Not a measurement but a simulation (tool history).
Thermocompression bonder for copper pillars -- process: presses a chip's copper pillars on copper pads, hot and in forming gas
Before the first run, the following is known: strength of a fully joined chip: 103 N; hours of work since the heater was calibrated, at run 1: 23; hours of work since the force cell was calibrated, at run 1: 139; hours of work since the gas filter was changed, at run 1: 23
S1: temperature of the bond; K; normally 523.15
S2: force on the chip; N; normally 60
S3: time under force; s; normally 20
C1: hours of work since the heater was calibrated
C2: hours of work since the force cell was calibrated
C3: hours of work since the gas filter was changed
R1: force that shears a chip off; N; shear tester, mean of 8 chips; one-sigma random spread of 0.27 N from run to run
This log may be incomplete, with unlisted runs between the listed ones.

run 1 hour=0.0 | S1=523.15 S2=60 S3=20 | C1=23 C2=139 C3=23 | R1=74.8
run 2 hour=17.6 | S1=523.15 S2=60 S3=20 | C1=33 C2=149 C3=33 | R1=74.0
run 3 hour=49.2 | S1=495.15 S2=60 S3=20 | C1=52 C2=168 C3=52 | R1=50.1
run 4 hour=71.8 | S1=495.15 S2=60 S3=20 | C1=65 C2=181 C3=65 | R1=49.9
run 5 hour=91.3 | S1=523.15 S2=70 S3=20 | C1=77 C2=193 C3=77 | R1=80.4
run 6 hour=125.7 | S1=523.15 S2=70 S3=20 | C1=97 C2=213 C3=97 | R1=80.9
run 7 hour=156.0 | S1=523.15 S2=70 S3=20 | C1=115 C2=231 C3=115 | R1=80.5
-- hour=183.1 forming gas filter changed
run 8 hour=190.0 | S1=523.15 S2=70 S3=20 | C1=135 C2=251 C3=4 | R1=80.3
run 9 hour=217.6 | S1=523.15 S2=60 S3=20 | C1=151 C2=267 C3=20 | R1=73.6
run 10 hour=239.5 | S1=505.15 S2=60 S3=20 | C1=164 C2=280 C3=33 | R1=58.5
run 11 hour=259.3 | S1=523.15 S2=60 S3=45 | C1=176 C2=292 C3=45 | R1=86.6
run 12 hour=285.0 | S1=523.15 S2=60 S3=45 | C1=191 C2=307 C3=60 | R1=86.7
run 13 hour=309.8 | S1=523.15 S2=60 S3=17 | C1=206 C2=322 C3=75 | R1=70.4
run 14 hour=339.0 | S1=523.15 S2=89 S3=20 | C1=223 C2=339 C3=92 | R1=88.7
run 15 hour=355.8 | S1=523.15 S2=89 S3=20 | C1=233 C2=349 C3=102 | R1=88.9
run 16 hour=371.3 | S1=523.15 S2=60 S3=59 | C1=242 C2=358 C3=111 | R1=90.5
run 17 hour=394.5 | S1=523.15 S2=60 S3=20 | C1=256 C2=372 C3=125 | R1=72.9
-- hour=406.0 forming gas filter changed
run 18 hour=410.0 | S1=523.15 S2=60 S3=20 | C1=265 C2=381 C3=2 | R1=73.6
run 19 hour=432.9 | S1=523.15 S2=60 S3=20 | C1=278 C2=394 C3=16 | R1=73.3
run 20 hour=451.4 | S1=501.15 S2=42 S3=10 | C1=289 C2=405 C3=27 | R1=30.1
run 21 hour=466.7 | S1=501.15 S2=42 S3=10 | C1=298 C2=414 C3=36 | R1=30.1
run 22 hour=495.1 | S1=523.15 S2=41 S3=31 | C1=315 C2=431 C3=53 | R1=63.5
run 23 hour=523.3 | S1=523.15 S2=41 S3=31 | C1=332 C2=448 C3=69 | R1=63.8
run 24 hour=539.2 | S1=537.15 S2=59 S3=16 | C1=341 C2=457 C3=79 | R1=78.3
run 25 hour=565.4 | S1=537.15 S2=59 S3=16 | C1=357 C2=473 C3=94 | R1=78.2
run 26 hour=594.9 | S1=523.15 S2=80 S3=39 | C1=374 C2=490 C3=112 | R1=92.0
run 27 hour=624.5 | S1=523.15 S2=60 S3=46 | C1=391 C2=508 C3=129 | R1=85.9
-- hour=628.2 forming gas filter changed
run 28 hour=659.8 | S1=513.15 S2=60 S3=49 | C1=412 C2=528 C3=19 | R1=80.2
run 29 hour=688.4 | S1=513.15 S2=60 S3=49 | C1=429 C2=545 C3=36 | R1=80.3
run 30 hour=717.4 | S1=500.15 S2=61 S3=25 | C1=446 C2=562 C3=53 | R1=57.7
run 31 hour=752.2 | S1=500.15 S2=61 S3=25 | C1=467 C2=583 C3=73 | R1=57.8
-- hour=784.1 gauge calibrated
run 32 hour=784.1 | S1=500.15 S2=46 S3=16 | C1=486 C2=602 C3=92 | R1=39.7
run 33 hour=807.8 | S1=500.15 S2=43 S3=16 | C1=500 C2=616 C3=106 | R1=37.1
run 34 hour=839.1 | S1=534.15 S2=43 S3=37 | C1=518 C2=634 C3=125 | R1=78.5
-- hour=850.1 forming gas filter changed
run 35 hour=856.7 | S1=534.15 S2=43 S3=37 | C1=528 C2=644 C3=4 | R1=78.4
run 36 hour=879.8 | S1=534.15 S2=43 S3=37 | C1=542 C2=658 C3=18 | R1=78.5
run 37 hour=898.7 | S1=530.15 S2=83 S3=20 | C1=553 C2=669 C3=29 | R1=91.3
run 38 hour=917.3 | S1=530.15 S2=83 S3=20 | C1=564 C2=680 C3=40 | R1=91.1

Some steps in R1 between neighbouring runs. How much of each would the tool show without its hidden state too (settings, what came in, random variation), and how much is left for the hidden state, with any gauge scatter that isn't in both results?
Hidden conditions of the tool in this case: true temperature of the bond over the reading, C; force that reaches the chip, % of what is set; oxide that the forming gas leaves, % of the face; drift of the gauge itself on shear_n, %.
Run 19 -> 20: S1 523.15 -> 501.15, S2 60 -> 42, S3 20 -> 10. R1 -43.2 N: hidden state +0.7, all else -43.9.
Run 21 -> 22: S1 501.15 -> 523.15, S2 42 -> 41, S3 10 -> 31. R1 +33.4 N: hidden state -0.5, all else +33.9.
Run 31 -> 32: S2 61 -> 46, S3 25 -> 16, gauge calibrated. R1 -18.1 N: hidden state +1.6, all else -19.7.
Run 33 -> 34: S1 500.15 -> 534.15, S3 16 -> 37. R1 +41.4 N: hidden state -0.2, all else +41.6.
